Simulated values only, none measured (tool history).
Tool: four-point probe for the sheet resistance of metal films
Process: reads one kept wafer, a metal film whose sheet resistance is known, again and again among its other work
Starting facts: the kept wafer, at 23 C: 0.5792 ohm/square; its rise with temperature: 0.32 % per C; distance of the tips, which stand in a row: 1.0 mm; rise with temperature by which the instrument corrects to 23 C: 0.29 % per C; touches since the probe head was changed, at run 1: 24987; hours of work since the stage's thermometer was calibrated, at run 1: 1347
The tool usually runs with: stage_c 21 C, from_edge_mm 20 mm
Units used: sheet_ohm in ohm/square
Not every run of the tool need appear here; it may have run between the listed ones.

run	hour	stage_c	from_edge_mm	touches since the probe head was changed	hours of work since the stage's thermometer was calibrated	sheet_ohm
1	0.0	21	20	24987	1347	0.580786
2	43.2	21	20	26359	1381	0.580740
3	84.9	21	20	27682	1414	0.580897
4	121.4	21	20	28843	1443	0.580952
5	149.7	21	20	29741	1465	0.581282
6	181.9	21	20	30761	1490	0.581158
7	226.4	21	20	32176	1526	0.581024
8	258.1	21	20	33183	1551	0.581106
9	282.1	21	20	33945	1569	0.581267
10	309.7	21	20	34822	1591	0.581039
11	338.4	21	23	35732	1614	0.580997
12	375.5	33	20	36909	1643	0.583717
13	407.4	33	20	37921	1668	0.583753
14	431.5	31	20	38688	1687	0.583317
15	468.3	21	43	39858	1716	0.580947
16	513.0	21	43	41276	1751	0.580647
17	536.4	21	20	42019	1770	0.581344
# hour 574.6: stage's thermometer calibrated
18	574.6	21	46	43216	0	0.579736
19	595.8	21	46	43890	17	0.579646
20	629.0	21	46	44942	43	0.579867
21	661.5	21	3	45976	69	0.612161
22	684.9	21	3	46717	87	0.612230
23	712.7	21	3	47599	109	0.612205
24	757.0	28	7	49007	144	0.587529
25	788.0	28	7	49992	168	0.587571
26	819.8	28	7	51001	193	0.587434
27	856.0	28	7	52149	222	0.587700
28	892.7	18	3	53315	251	0.612063
29	916.2	34	4	54062	269	0.601267
30	938.9	26	4	54783	287	0.599741
31	976.1	26	8	55963	316	0.585628
32	1016.8	32	23	57255	349	0.582768
33	1040.3	33	18	58001	367	0.583463
34	1071.7	27	18	58999	392	0.582442
35	1094.5	27	18	59724	410	0.582358
36	1115.7	24	26	60397	427	0.581095
37	1151.7	24	26	61540	455	0.581405
38	1171.0	24	20	62152	470	0.581772
39	1196.4	24	20	62959	490	0.581599
40	1223.3	25	21	63813	511	0.582001
41	1242.3	25	21	64417	526	0.581961
42	1285.3	29	10	65780	560	0.584969
43	1319.0	27	62	66852	587	0.581791
44	1357.6	27	20	68078	617	0.582510
45	1382.3	27	20	68861	637	0.582495
46	1409.7	27	20	69731	658	0.582483

A few steps of sheet_ohm between consecutive runs. Split each: what settings, incoming material and random variation would produce without the hidden state, and what is left over for the hidden state, along with gauge scatter present in only one of the two compared results (measured, and without hidden state):
The tool's hidden condition here consists of: inner tips' distance over the nominal, %; tips' flats over new ones', %; wafer's true temperature over the reading, C; drift of the gauge itself on sheet_ohm, %.
Run 17 -> 18: from_edge_mm 20 -> 46, stage's thermometer calibrated. sheet_ohm -0.001608 ohm/square: hidden state -0.001170, all else -0.000438.
Run 20 -> 21: from_edge_mm 46 -> 3. sheet_ohm +0.032294 ohm/square: hidden state +0.000084, all else +0.032210.
Run 23 -> 24: stage_c 21 -> 28, from_edge_mm 3 -> 7. sheet_ohm -0.024676 ohm/square: hidden state +0.000022, all else -0.024698.
Run 27 -> 28: stage_c 28 -> 18, from_edge_mm 7 -> 3. sheet_ohm +0.024363 ohm/square: hidden state +0.000097, all else +0.024266.
